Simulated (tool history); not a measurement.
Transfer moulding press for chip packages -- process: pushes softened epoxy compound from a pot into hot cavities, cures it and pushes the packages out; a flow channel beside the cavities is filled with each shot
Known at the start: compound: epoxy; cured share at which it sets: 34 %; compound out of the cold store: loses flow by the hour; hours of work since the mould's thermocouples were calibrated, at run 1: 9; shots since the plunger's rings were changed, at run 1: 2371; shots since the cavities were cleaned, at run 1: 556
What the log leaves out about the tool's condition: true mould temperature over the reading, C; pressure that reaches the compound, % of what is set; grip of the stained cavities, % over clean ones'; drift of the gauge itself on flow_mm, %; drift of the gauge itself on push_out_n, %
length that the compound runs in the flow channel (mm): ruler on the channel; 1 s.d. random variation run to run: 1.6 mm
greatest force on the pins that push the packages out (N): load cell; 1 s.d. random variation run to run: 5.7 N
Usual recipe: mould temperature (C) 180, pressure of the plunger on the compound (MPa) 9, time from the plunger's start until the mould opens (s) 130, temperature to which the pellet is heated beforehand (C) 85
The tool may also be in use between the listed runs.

run	hour	mould temperature (C)	pressure of the plunger on the compound (MPa)	time from the plunger's start until the mould opens (s)	temperature to which the pellet is heated beforehand (C)	hours of work since the mould's thermocouples were calibrated	shots since the plunger's rings were changed	shots since the cavities were cleaned	incoming compound's hours out of the cold store	length that the compound runs in the flow channel (mm)	greatest force on the pins that push the packages out (N)
1	0.0	180	9	130	85	9	2371	556	12.2	686	327
2	6.1	180	9	130	85	13	2427	612	23.5	658	344
# hour 18.3: cavities cleaned with cleaning compound and waxed
3	18.9	180	9	130	85	20	2532	7	20.4	665	225
4	27.8	180	9	130	85	25	2613	88	36.9	624	239
5	32.4	180	9	130	85	28	2656	131	30.8	637	253
6	39.9	175	9	130	85	33	2725	200	27.8	661	374
7	46.4	175	9	130	85	36	2785	260	43.8	622	384
8	51.2	180	9	130	85	39	2829	304	42.7	608	285
9	61.0	180	9	130	89	45	2919	394	36.1	622	312
10	71.2	180	9	130	89	52	3013	488	33.3	627	319
11	80.6	180	9	130	85	57	3100	575	9.2	691	329
12	86.0	180	9	130	85	61	3149	624	32.7	628	345
# hour 96.5: cavities cleaned with cleaning compound and waxed
13	96.7	180	9	130	83	66	3234	1	24.5	650	212
14	106.5	177	9	130	78	72	3325	92	45.7	609	290

For run 15, what comes out?
# hour 111.5: plunger's sealing rings changed
15	119.3	180	9	118	85	78	72	186	39.1	?	?

length that the compound runs in the flow channel (mm): 631
greatest force on the pins that push the packages out (N): 325
Were there no unlogged condition in the tool, this run, its random variation unchanged, would have produced length that the compound runs in the flow channel (mm) 632, greatest force on the pins that push the packages out (N) 259.

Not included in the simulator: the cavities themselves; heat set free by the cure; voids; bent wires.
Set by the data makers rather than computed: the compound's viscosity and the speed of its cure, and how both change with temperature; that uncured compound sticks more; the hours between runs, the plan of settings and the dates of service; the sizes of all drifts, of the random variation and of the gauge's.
